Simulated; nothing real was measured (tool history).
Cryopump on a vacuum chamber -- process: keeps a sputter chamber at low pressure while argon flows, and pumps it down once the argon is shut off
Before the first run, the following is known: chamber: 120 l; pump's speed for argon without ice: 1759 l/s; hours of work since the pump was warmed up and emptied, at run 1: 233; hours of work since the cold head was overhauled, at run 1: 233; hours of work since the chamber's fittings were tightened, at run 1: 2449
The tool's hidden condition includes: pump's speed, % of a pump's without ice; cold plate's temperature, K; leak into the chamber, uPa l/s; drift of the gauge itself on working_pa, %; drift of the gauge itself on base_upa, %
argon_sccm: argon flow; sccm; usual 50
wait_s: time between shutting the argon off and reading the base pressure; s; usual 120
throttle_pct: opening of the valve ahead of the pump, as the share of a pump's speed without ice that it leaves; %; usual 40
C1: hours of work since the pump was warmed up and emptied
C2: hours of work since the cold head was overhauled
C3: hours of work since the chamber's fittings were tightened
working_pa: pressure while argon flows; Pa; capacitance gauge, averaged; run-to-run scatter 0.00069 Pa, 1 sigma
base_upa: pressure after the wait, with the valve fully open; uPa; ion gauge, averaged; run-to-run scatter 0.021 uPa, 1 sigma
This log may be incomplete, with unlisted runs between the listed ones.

run 1 hour=0.0 | argon_sccm=50 wait_s=120 throttle_pct=40 | C1=233 C2=233 C3=2449 | working_pa=0.1231 base_upa=1.25
run 2 hour=17.7 | argon_sccm=50 wait_s=120 throttle_pct=40 | C1=242 C2=242 C3=2458 | working_pa=0.1228 base_upa=1.25
run 3 hour=34.2 | argon_sccm=50 wait_s=80 throttle_pct=40 | C1=251 C2=251 C3=2467 | working_pa=0.1223 base_upa=1.36
run 4 hour=65.9 | argon_sccm=50 wait_s=120 throttle_pct=40 | C1=267 C2=267 C3=2483 | working_pa=0.1235 base_upa=1.28
run 5 hour=92.0 | argon_sccm=50 wait_s=120 throttle_pct=40 | C1=281 C2=281 C3=2497 | working_pa=0.1239 base_upa=1.26
run 6 hour=115.8 | argon_sccm=50 wait_s=120 throttle_pct=40 | C1=293 C2=293 C3=2509 | working_pa=0.1243 base_upa=1.27
run 7 hour=149.8 | argon_sccm=50 wait_s=120 throttle_pct=40 | C1=311 C2=311 C3=2527 | working_pa=0.1240 base_upa=1.27
run 8 hour=177.3 | argon_sccm=86 wait_s=120 throttle_pct=40 | C1=325 C2=325 C3=2541 | working_pa=0.2120 base_upa=1.29
run 9 hour=207.1 | argon_sccm=50 wait_s=141 throttle_pct=40 | C1=341 C2=341 C3=2557 | working_pa=0.1243 base_upa=1.23
-- hour=236.7 leaking fittings of the chamber tightened, without venting
run 10 hour=240.3 | argon_sccm=50 wait_s=141 throttle_pct=40 | C1=357 C2=357 C3=2 | working_pa=0.1236 base_upa=0.45
run 11 hour=264.2 | argon_sccm=50 wait_s=141 throttle_pct=40 | C1=369 C2=369 C3=14 | working_pa=0.1236 base_upa=0.44
run 12 hour=290.2 | argon_sccm=50 wait_s=141 throttle_pct=40 | C1=383 C2=383 C3=28 | working_pa=0.1242 base_upa=0.51
run 13 hour=308.6 | argon_sccm=50 wait_s=120 throttle_pct=43 | C1=392 C2=392 C3=37 | working_pa=0.1167 base_upa=0.51
run 14 hour=328.9 | argon_sccm=50 wait_s=204 throttle_pct=47 | C1=403 C2=403 C3=48 | working_pa=0.1064 base_upa=0.40
run 15 hour=359.2 | argon_sccm=35 wait_s=37 throttle_pct=21 | C1=419 C2=419 C3=64 | working_pa=0.1643 base_upa=1.14
run 16 hour=383.4 | argon_sccm=35 wait_s=37 throttle_pct=21 | C1=431 C2=431 C3=76 | working_pa=0.1631 base_upa=1.16
run 17 hour=402.5 | argon_sccm=38 wait_s=126 throttle_pct=16 | C1=441 C2=441 C3=86 | working_pa=0.2325 base_upa=0.50
run 18 hour=418.0 | argon_sccm=38 wait_s=126 throttle_pct=16 | C1=449 C2=449 C3=94 | working_pa=0.2321 base_upa=0.54
run 19 hour=444.6 | argon_sccm=38 wait_s=126 throttle_pct=16 | C1=463 C2=463 C3=108 | working_pa=0.2340 base_upa=0.56
run 20 hour=469.0 | argon_sccm=59 wait_s=120 throttle_pct=21 | C1=476 C2=476 C3=121 | working_pa=0.2779 base_upa=0.52
run 21 hour=494.8 | argon_sccm=59 wait_s=120 throttle_pct=21 | C1=489 C2=489 C3=134 | working_pa=0.2796 base_upa=0.53
run 22 hour=522.6 | argon_sccm=59 wait_s=120 throttle_pct=21 | C1=504 C2=504 C3=149 | working_pa=0.2771 base_upa=0.53
run 23 hour=540.9 | argon_sccm=68 wait_s=74 throttle_pct=23 | C1=513 C2=513 C3=158 | working_pa=0.2922 base_upa=0.74
run 24 hour=564.1 | argon_sccm=50 wait_s=57 throttle_pct=40 | C1=525 C2=525 C3=170 | working_pa=0.1269 base_upa=0.85
run 25 hour=579.3 | argon_sccm=45 wait_s=72 throttle_pct=42 | C1=533 C2=533 C3=178 | working_pa=0.1090 base_upa=0.74
run 26 hour=603.5 | argon_sccm=45 wait_s=72 throttle_pct=42 | C1=546 C2=546 C3=191 | working_pa=0.1098 base_upa=0.76

Forecast each of these 4 alternatives for the next run:
run A hour=618.4 | argon_sccm=45 wait_s=195 throttle_pct=42 | C1=553 C2=553 C3=198 | working_pa=? base_upa=?
run B hour=618.4 | argon_sccm=89 wait_s=151 throttle_pct=55 | C1=553 C2=553 C3=198 | working_pa=? base_upa=?
run C hour=618.4 | argon_sccm=74 wait_s=72 throttle_pct=17 | C1=553 C2=553 C3=198 | working_pa=? base_upa=?
run D hour=618.4 | argon_sccm=93 wait_s=36 throttle_pct=29 | C1=553 C2=553 C3=198 | working_pa=? base_upa=?

run=A working_pa=0.1096 base_upa=0.45
run=B working_pa=0.1689 base_upa=0.54
run=C working_pa=0.4281 base_upa=0.75
run=D working_pa=0.3206 base_upa=1.19
With no hidden state in the tool, these same runs would have given:
run=A working_pa=0.1033 base_upa=0.33
run=B working_pa=0.1565 base_upa=0.42
run=C working_pa=0.4179 base_upa=0.64
run=D working_pa=0.3077 base_upa=1.07

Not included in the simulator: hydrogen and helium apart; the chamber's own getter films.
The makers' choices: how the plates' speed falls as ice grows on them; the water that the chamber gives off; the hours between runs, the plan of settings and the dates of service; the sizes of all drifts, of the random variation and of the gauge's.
